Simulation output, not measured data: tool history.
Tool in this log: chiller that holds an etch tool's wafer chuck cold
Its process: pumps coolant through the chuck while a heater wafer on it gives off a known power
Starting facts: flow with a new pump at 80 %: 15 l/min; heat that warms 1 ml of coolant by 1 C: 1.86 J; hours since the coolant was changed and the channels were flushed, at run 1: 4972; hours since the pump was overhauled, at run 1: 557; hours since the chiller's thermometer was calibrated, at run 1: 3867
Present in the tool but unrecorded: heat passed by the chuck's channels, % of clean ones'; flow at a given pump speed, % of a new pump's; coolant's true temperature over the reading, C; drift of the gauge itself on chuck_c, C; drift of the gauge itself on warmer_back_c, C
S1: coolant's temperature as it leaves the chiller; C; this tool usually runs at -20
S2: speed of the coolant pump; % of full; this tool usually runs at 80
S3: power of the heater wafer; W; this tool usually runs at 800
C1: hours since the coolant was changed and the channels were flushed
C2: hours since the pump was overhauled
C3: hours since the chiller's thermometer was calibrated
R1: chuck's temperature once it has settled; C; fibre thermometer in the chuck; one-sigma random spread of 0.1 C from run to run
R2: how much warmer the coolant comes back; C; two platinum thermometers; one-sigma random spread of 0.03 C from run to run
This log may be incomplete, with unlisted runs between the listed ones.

run 1 day=0 | S1=-20 S2=80 S3=800 | C1=4972 C2=557 C3=3867 | R1=-13.8 R2=1.68
run 2 day=3.454 | S1=-20 S2=80 S3=775 | C1=5055 C2=639 C3=3950 | R1=-14 R2=1.71
run 3 day=7.367 | S1=-20 S2=80 S3=529 | C1=5149 C2=733 C3=4044 | R1=-15.8 R2=1.1
run 4 day=12.846 | S1=-20 S2=80 S3=962 | C1=5281 C2=865 C3=4175 | R1=-12.4 R2=2.11
run 5 day=17.167 | S1=-29 S2=80 S3=800 | C1=5384 C2=969 C3=4279 | R1=-22.5 R2=1.69
run 6 day=20.783 | S1=-29 S2=80 S3=800 | C1=5471 C2=1055 C3=4366 | R1=-22.6 R2=1.75
run 7 day=26.158 | S1=-20 S2=80 S3=845 | C1=5600 C2=1184 C3=4495 | R1=-13.5 R2=1.84
run 8 day=31.096 | S1=-20 S2=80 S3=845 | C1=5719 C2=1303 C3=4613 | R1=-13.3 R2=1.86
run 9 day=36.221 | S1=-20 S2=80 S3=973 | C1=5842 C2=1426 C3=4736 | R1=-12.3 R2=2.11
run 10 day=40.971 | S1=-20 S2=80 S3=973 | C1=5956 C2=1540 C3=4850 | R1=-12.1 R2=2.08
run 11 day=44.75 | S1=-20 S2=80 S3=800 | C1=6046 C2=1631 C3=4941 | R1=-13.5 R2=1.72
run 12 day=49.775 | S1=-20 S2=80 S3=800 | C1=6167 C2=1751 C3=5061 | R1=-13.4 R2=1.8
run 13 day=52.521 | S1=-20 S2=63 S3=800 | C1=6233 C2=1817 C3=5127 | R1=-12.1 R2=2.22
run 14 day=58.054 | S1=-20 S2=63 S3=800 | C1=6366 C2=1950 C3=5260 | R1=-12 R2=2.27
run 15 day=62.271 | S1=-20 S2=63 S3=800 | C1=6467 C2=2051 C3=5361 | R1=-12 R2=2.3
run 16 day=67.325 | S1=-20 S2=63 S3=800 | C1=6588 C2=2172 C3=5483 | R1=-12.3 R2=2.3
run 17 day=69.762 | S1=-12 S2=80 S3=800 | C1=6647 C2=2231 C3=5541 | R1=-5.2 R2=1.77
run 18 day=72.579 | S1=-12 S2=80 S3=800 | C1=6714 C2=2298 C3=5609 | R1=-5.2 R2=1.79
-- day=73.675 chiller's thermometer calibrated
run 19 day=78.183 | S1=-26 S2=80 S3=800 | C1=6848 C2=2432 C3=108 | R1=-19 R2=1.71
run 20 day=82.658 | S1=-20 S2=80 S3=889 | C1=6955 C2=2539 C3=216 | R1=-12.3 R2=1.96
-- day=85.604 chiller's thermometer calibrated, once more
run 21 day=88.225 | S1=-16 S2=93 S3=403 | C1=7088 C2=2672 C3=63 | R1=-13.1 R2=0.8
run 22 day=90.621 | S1=-30 S2=93 S3=498 | C1=7145 C2=2729 C3=120 | R1=-26.4 R2=0.92
run 23 day=93.967 | S1=-30 S2=93 S3=498 | C1=7226 C2=2810 C3=201 | R1=-26.4 R2=0.93
run 24 day=97.071 | S1=-30 S2=67 S3=467 | C1=7300 C2=2884 C3=275 | R1=-25.5 R2=1.24
run 25 day=102.029 | S1=-14 S2=87 S3=422 | C1=7419 C2=3003 C3=394 | R1=-10.8 R2=0.91
run 26 day=104.767 | S1=-19 S2=80 S3=601 | C1=7485 C2=3069 C3=460 | R1=-14.2 R2=1.35
run 27 day=110.342 | S1=-15 S2=71 S3=716 | C1=7619 C2=3203 C3=594 | R1=-8.6 R2=1.82
run 28 day=115.767 | S1=-15 S2=83 S3=440 | C1=7749 C2=3333 C3=724 | R1=-11.4 R2=0.95
run 29 day=119.4 | S1=-22 S2=90 S3=800 | C1=7836 C2=3420 C3=811 | R1=-16.1 R2=1.61
run 30 day=123.038 | S1=-20 S2=81 S3=487 | C1=7923 C2=3507 C3=898 | R1=-16.2 R2=1.03
run 31 day=126.475 | S1=-20 S2=81 S3=487 | C1=8006 C2=3590 C3=981 | R1=-16.1 R2=1.09
run 32 day=130.938 | S1=-13 S2=83 S3=571 | C1=8113 C2=3697 C3=1088 | R1=-8.3 R2=1.28

Branching from run 32: 3 alternative next runs. What would each branch give?
run A day=133.546 | S1=-13 S2=83 S3=1132 | C1=8175 C2=3760 C3=1151 | R1=? R2=?
run B day=133.546 | S1=-26 S2=83 S3=1003 | C1=8175 C2=3760 C3=1151 | R1=? R2=?
run C day=133.546 | S1=-13 S2=83 S3=931 | C1=8175 C2=3760 C3=1151 | R1=? R2=?

run=A R1=-3.8 R2=2.48
run=B R1=-17.8 R2=2.16
run=C R1=-5.6 R2=2.02
With the hidden condition removed and each run's random variation left untouched, the same runs would have given:
run=A R1=-5.6 R2=2.37
run=B R1=-19.3 R2=2.06
run=C R1=-7.1 R2=1.93
